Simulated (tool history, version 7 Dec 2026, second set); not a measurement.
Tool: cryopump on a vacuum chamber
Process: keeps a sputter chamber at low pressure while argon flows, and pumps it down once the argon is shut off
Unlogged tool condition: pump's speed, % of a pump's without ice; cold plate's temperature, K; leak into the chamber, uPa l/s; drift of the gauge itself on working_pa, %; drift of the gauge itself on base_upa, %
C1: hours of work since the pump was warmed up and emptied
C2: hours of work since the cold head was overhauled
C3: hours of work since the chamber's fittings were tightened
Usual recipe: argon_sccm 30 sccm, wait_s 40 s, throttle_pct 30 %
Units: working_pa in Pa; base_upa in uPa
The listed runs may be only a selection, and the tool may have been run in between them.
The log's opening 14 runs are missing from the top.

run 15 hour=249.3 | argon_sccm=12 wait_s=40 throttle_pct=30 | C1=606 C2=606 C3=904 | working_pa=0.0710 base_upa=2.43
run 16 hour=270.1 | argon_sccm=40 wait_s=40 throttle_pct=30 | C1=617 C2=617 C3=916 | working_pa=0.2370 base_upa=2.56
run 17 hour=292.6 | argon_sccm=40 wait_s=40 throttle_pct=30 | C1=630 C2=630 C3=929 | working_pa=0.2372 base_upa=2.46
run 18 hour=307.5 | argon_sccm=15 wait_s=30 throttle_pct=45 | C1=639 C2=639 C3=937 | working_pa=0.0625 base_upa=3.08
run 19 hour=324.8 | argon_sccm=37 wait_s=119 throttle_pct=20 | C1=648 C2=648 C3=947 | working_pa=0.3161 base_upa=1.46
run 20 hour=336.9 | argon_sccm=37 wait_s=119 throttle_pct=20 | C1=655 C2=655 C3=954 | working_pa=0.3182 base_upa=1.49
run 21 hour=361.0 | argon_sccm=26 wait_s=105 throttle_pct=24 | C1=669 C2=669 C3=968 | working_pa=0.1913 base_upa=1.52
run 22 hour=383.3 | argon_sccm=26 wait_s=105 throttle_pct=24 | C1=682 C2=682 C3=980 | working_pa=0.1895 base_upa=1.55
run 23 hour=394.4 | argon_sccm=26 wait_s=105 throttle_pct=24 | C1=688 C2=688 C3=987 | working_pa=0.1908 base_upa=1.59
run 24 hour=414.3 | argon_sccm=30 wait_s=20 throttle_pct=29 | C1=699 C2=699 C3=998 | working_pa=0.1886 base_upa=4.24
run 25 hour=425.5 | argon_sccm=30 wait_s=82 throttle_pct=29 | C1=705 C2=705 C3=1004 | working_pa=0.1875 base_upa=1.76
run 26 hour=444.9 | argon_sccm=18 wait_s=40 throttle_pct=31 | C1=717 C2=717 C3=1015 | working_pa=0.1053 base_upa=2.61
run 27 hour=464.1 | argon_sccm=43 wait_s=171 throttle_pct=33 | C1=727 C2=727 C3=1026 | working_pa=0.2402 base_upa=1.33
run 28 hour=482.1 | argon_sccm=43 wait_s=171 throttle_pct=33 | C1=738 C2=738 C3=1037 | working_pa=0.2404 base_upa=1.33
run 29 hour=498.1 | argon_sccm=14 wait_s=26 throttle_pct=20 | C1=747 C2=747 C3=1046 | working_pa=0.1225 base_upa=3.49
run 30 hour=514.7 | argon_sccm=30 wait_s=213 throttle_pct=25 | C1=756 C2=756 C3=1055 | working_pa=0.2165 base_upa=1.29
run 31 hour=525.8 | argon_sccm=30 wait_s=213 throttle_pct=25 | C1=762 C2=762 C3=1061 | working_pa=0.2133 base_upa=1.33
run 32 hour=550.0 | argon_sccm=30 wait_s=213 throttle_pct=25 | C1=776 C2=776 C3=1075 | working_pa=0.2167 base_upa=1.38
run 33 hour=561.6 | argon_sccm=15 wait_s=28 throttle_pct=17 | C1=783 C2=783 C3=1082 | working_pa=0.1530 base_upa=3.33
run 34 hour=583.0 | argon_sccm=15 wait_s=28 throttle_pct=17 | C1=795 C2=795 C3=1094 | working_pa=0.1536 base_upa=3.39

Forecast each of these 3 alternatives for the next run:
-- hour=601.2 pump warmed up, emptied and cooled again
run A hour=609.4 | argon_sccm=15 wait_s=268 throttle_pct=30 | C1=5 C2=807 C3=1106 | working_pa=? base_upa=?
-- hour=601.2 pump warmed up, emptied and cooled again
run B hour=609.4 | argon_sccm=23 wait_s=273 throttle_pct=53 | C1=5 C2=807 C3=1106 | working_pa=? base_upa=?
-- hour=601.2 pump warmed up, emptied and cooled again
run C hour=609.4 | argon_sccm=15 wait_s=28 throttle_pct=51 | C1=5 C2=807 C3=1106 | working_pa=? base_upa=?

run=A working_pa=0.0800 base_upa=0.96
run=B working_pa=0.0701 base_upa=0.93
run=C working_pa=0.0474 base_upa=2.93
What these runs would have given with no unlogged condition in the tool:
run=A working_pa=0.0794 base_upa=0.53
run=B working_pa=0.0692 base_upa=0.51
run=C working_pa=0.0468 base_upa=2.52
